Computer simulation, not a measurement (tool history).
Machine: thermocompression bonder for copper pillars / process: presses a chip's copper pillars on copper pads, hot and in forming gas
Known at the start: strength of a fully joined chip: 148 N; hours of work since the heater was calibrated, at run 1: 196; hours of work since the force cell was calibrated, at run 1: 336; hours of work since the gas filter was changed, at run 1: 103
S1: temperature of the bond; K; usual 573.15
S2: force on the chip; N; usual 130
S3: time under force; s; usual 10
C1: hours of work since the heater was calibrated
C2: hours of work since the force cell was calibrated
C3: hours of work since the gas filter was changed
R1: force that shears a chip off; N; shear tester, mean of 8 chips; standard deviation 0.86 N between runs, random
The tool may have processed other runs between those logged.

run 1 day=0 | S1=573.15 S2=130 S3=10 | C1=196 C2=336 C3=103 | R1=110.2
run 2 day=2.021 | S1=573.15 S2=130 S3=9 | C1=234 C2=374 C3=140 | R1=107.6
run 3 day=4.25 | S1=573.15 S2=130 S3=9 | C1=275 C2=415 C3=181 | R1=106.9
-- day=4.683 forming gas filter changed
run 4 day=7.412 | S1=573.15 S2=130 S3=10 | C1=333 C2=473 C3=50 | R1=110.6
run 5 day=9.396 | S1=566.15 S2=130 S3=10 | C1=369 C2=510 C3=87 | R1=103.6
run 6 day=12.604 | S1=566.15 S2=130 S3=10 | C1=429 C2=569 C3=146 | R1=102.8
-- day=15.017 forming gas filter changed
run 7 day=15.3 | S1=566.15 S2=130 S3=10 | C1=478 C2=618 C3=5 | R1=104.1
run 8 day=18.133 | S1=566.15 S2=130 S3=10 | C1=531 C2=671 C3=58 | R1=105.2
run 9 day=20.588 | S1=566.15 S2=130 S3=10 | C1=576 C2=716 C3=103 | R1=104.4
run 10 day=22.012 | S1=566.15 S2=130 S3=10 | C1=602 C2=742 C3=129 | R1=104.3
run 11 day=24.062 | S1=573.15 S2=130 S3=10 | C1=640 C2=780 C3=167 | R1=110
-- day=25.379 forming gas filter changed
run 12 day=26.3 | S1=573.15 S2=130 S3=10 | C1=681 C2=821 C3=17 | R1=110.2
run 13 day=28.729 | S1=587.15 S2=129 S3=10 | C1=726 C2=866 C3=62 | R1=118.6
run 14 day=30.617 | S1=571.15 S2=90 S3=8 | C1=761 C2=901 C3=97 | R1=77.7
run 15 day=33.496 | S1=571.15 S2=90 S3=8 | C1=814 C2=954 C3=150 | R1=79.4
-- day=35.546 forming gas filter changed
run 16 day=35.629 | S1=588.15 S2=84 S3=20 | C1=853 C2=993 C3=2 | R1=109.9
-- day=36.854 heater calibrated with a thermocouple chip
run 17 day=37.512 | S1=562.15 S2=119 S3=10 | C1=12 C2=1027 C3=35 | R1=96.4
run 18 day=40.846 | S1=545.15 S2=139 S3=23 | C1=74 C2=1088 C3=96 | R1=114.4
run 19 day=42.979 | S1=579.15 S2=130 S3=10 | C1=113 C2=1128 C3=136 | R1=115.3
run 20 day=44.746 | S1=553.15 S2=103 S3=10 | C1=146 C2=1160 C3=168 | R1=79.6
-- day=45.842 forming gas filter changed
run 21 day=46.654 | S1=545.15 S2=184 S3=18 | C1=181 C2=1195 C3=15 | R1=123.9
run 22 day=49.296 | S1=545.15 S2=184 S3=18 | C1=230 C2=1244 C3=64 | R1=125
run 23 day=51.858 | S1=573.15 S2=99 S3=12 | C1=277 C2=1291 C3=111 | R1=95.4
run 24 day=53.675 | S1=573.15 S2=99 S3=12 | C1=310 C2=1325 C3=145 | R1=97.1

Each row is a separate what-if for the run after 24, all from the same tool condition, not one after another. Results?
-- day=56.092 forming gas filter changed
run A day=56.238 | S1=573.15 S2=149 S3=12 | C1=357 C2=1372 C3=3 | R1=?
-- day=56.092 forming gas filter changed
run B day=56.238 | S1=552.15 S2=130 S3=6 | C1=357 C2=1372 C3=3 | R1=?
-- day=56.092 forming gas filter changed
run C day=56.238 | S1=573.15 S2=130 S3=11 | C1=357 C2=1372 C3=3 | R1=?
-- day=56.092 forming gas filter changed
run D day=56.238 | S1=569.15 S2=176 S3=10 | C1=357 C2=1372 C3=3 | R1=?
-- day=56.092 forming gas filter changed
run E day=56.238 | S1=589.15 S2=86 S3=10 | C1=357 C2=1372 C3=3 | R1=?

run=A R1=122.2
run=B R1=79.8
run=C R1=113.1
run=D R1=126.8
run=E R1=94
Without the tool's unlogged condition, the same runs would have read:
run=A R1=122.2
run=B R1=79.8
run=C R1=113.1
run=D R1=126.8
run=E R1=94

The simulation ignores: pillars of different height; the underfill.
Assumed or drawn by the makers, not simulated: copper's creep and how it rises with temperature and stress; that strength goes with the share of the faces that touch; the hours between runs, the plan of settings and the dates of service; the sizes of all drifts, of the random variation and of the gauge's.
